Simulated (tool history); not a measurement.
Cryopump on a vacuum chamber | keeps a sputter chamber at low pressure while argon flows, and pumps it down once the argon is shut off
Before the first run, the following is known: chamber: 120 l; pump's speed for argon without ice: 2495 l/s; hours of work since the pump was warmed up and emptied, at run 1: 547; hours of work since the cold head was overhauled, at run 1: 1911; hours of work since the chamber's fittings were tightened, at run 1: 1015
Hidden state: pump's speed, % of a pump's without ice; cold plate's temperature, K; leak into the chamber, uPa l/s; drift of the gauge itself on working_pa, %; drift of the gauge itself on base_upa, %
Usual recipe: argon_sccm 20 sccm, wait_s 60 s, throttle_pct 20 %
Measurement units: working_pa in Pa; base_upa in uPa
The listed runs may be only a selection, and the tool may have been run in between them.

run	hour	argon_sccm	wait_s	throttle_pct	hours of work since the pump was warmed up and emptied	hours of work since the cold head was overhauled	hours of work since the chamber's fittings were tightened	working_pa	base_upa
1	0.0	20	60	20	547	1911	1015	0.0709	1.92
# hour 71.6: pump warmed up, emptied and cooled again
2	132.3	20	60	20	46	2008	1111	0.0670	1.77
# hour 231.6: leaking fittings of the chamber tightened, without venting
3	261.1	20	60	20	143	2105	23	0.0681	0.64
4	349.2	20	60	20	210	2172	90	0.0682	0.69
5	439.6	20	60	20	279	2241	158	0.0696	0.78
6	533.0	20	60	20	350	2312	230	0.0704	0.86
7	600.5	20	60	20	401	2363	281	0.0708	0.93
8	662.5	20	60	20	448	2411	328	0.0709	1.06
9	752.2	20	60	20	517	2479	396	0.0720	1.13
10	807.9	20	60	20	559	2521	439	0.0725	1.22
# hour 862.1: pump warmed up, emptied and cooled again
11	904.0	20	60	20	32	2591	508	0.0686	1.15
12	1001.8	20	60	20	106	2665	583	0.0689	1.20
13	1069.6	20	60	20	158	2717	634	0.0695	1.29
14	1191.5	20	60	20	251	2809	727	0.0695	1.45
15	1307.4	20	60	20	339	2898	815	0.0700	1.59
16	1361.8	20	60	20	380	2939	857	0.0711	1.61
17	1435.5	20	60	20	437	2995	913	0.0714	1.76
18	1518.6	21	60	20	500	3059	976	0.0736	1.83
19	1615.3	20	35	21	573	3132	1050	0.0685	2.48
# hour 1655.4: pump warmed up, emptied and cooled again
20	1684.9	29	35	19	22	3181	1099	0.1043	2.07
# hour 1800.8: leaking fittings of the chamber tightened, without venting
21	1814.1	21	108	22	119	3278	10	0.0671	0.41
22	1904.8	13	67	22	188	3347	79	0.0416	0.67
23	2013.9	13	67	22	271	3430	162	0.0407	0.70
24	2136.6	27	67	22	365	3524	256	0.0862	0.90
25	2208.6	26	178	53	420	3579	311	0.0374	0.68
26	2316.1	15	29	17	502	3660	392	0.0626	1.66
27	2419.6	15	125	15	580	3739	471	0.0720	1.00
# hour 2455.8: pump warmed up, emptied and cooled again
28	2485.3	20	205	22	22	3785	517	0.0622	0.84
29	2607.4	20	60	19	115	3878	610	0.0729	1.28
30	2698.0	11	196	19	184	3947	679	0.0399	1.06
31	2778.4	20	281	20	246	4009	740	0.0688	1.09
32	2892.4	20	281	20	332	4095	827	0.0704	1.23
33	3021.1	20	89	38	430	4193	925	0.0386	1.61

Here are 4 independent what-if runs from the current tool condition. What would each one return?
A	3129.3	20	60	35	513	4276	1008	?	?
B	3129.3	10	60	20	513	4276	1008	?	?
C	3129.3	13	60	20	513	4276	1008	?	?
D	3129.3	20	123	37	513	4276	1008	?	?

run	working_pa	base_upa
A	0.0427	2.00
B	0.0353	1.94
C	0.0479	1.86
D	0.0406	1.67
Had the tool no hidden state, the same runs would have come out as:
run	working_pa	base_upa
A	0.0388	0.60
B	0.0334	0.58
C	0.0453	0.55
D	0.0368	0.34
